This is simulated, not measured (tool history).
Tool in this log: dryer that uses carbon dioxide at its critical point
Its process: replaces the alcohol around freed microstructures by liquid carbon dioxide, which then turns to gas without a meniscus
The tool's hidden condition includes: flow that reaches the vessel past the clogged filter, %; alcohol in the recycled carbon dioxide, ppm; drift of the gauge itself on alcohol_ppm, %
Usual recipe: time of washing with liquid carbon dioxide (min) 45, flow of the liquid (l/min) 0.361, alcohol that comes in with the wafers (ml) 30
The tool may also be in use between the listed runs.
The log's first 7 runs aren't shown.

run,hour,time of washing with liquid carbon dioxide (min),flow of the liquid (l/min),alcohol that comes in with the wafers (ml),hours of work since the filter was changed,hours of work since the purifier's bed was changed,alcohol left in the vessel before it's heated (ppm by volume)
8,43.4,52,0.361,30,348,72,19
9,49.8,45,0.481,30,352,76,11
10,57.8,45,0.481,30,358,82,8
11,66.4,45,0.481,30,364,88,10
12,73,33,0.361,30,369,92,95
13,82.1,53,0.361,30,375,99,17
14,88.6,45,0.361,21,379,103,24
15,94.1,45,0.361,21,383,107,19
16,100.8,45,0.361,21,388,112,22
17,107,45,0.361,30,392,116,21

Run 18, settings as shown, results not yet in. Your forecast:
18,111,45,0.361,30,395,119,?

{"run 18": {"alcohol left in the vessel before it's heated (ppm by volume)": 29}}
On a tool with no hidden condition, and with the same random variation, this run would have come out at alcohol left in the vessel before it's heated (ppm by volume) 15.

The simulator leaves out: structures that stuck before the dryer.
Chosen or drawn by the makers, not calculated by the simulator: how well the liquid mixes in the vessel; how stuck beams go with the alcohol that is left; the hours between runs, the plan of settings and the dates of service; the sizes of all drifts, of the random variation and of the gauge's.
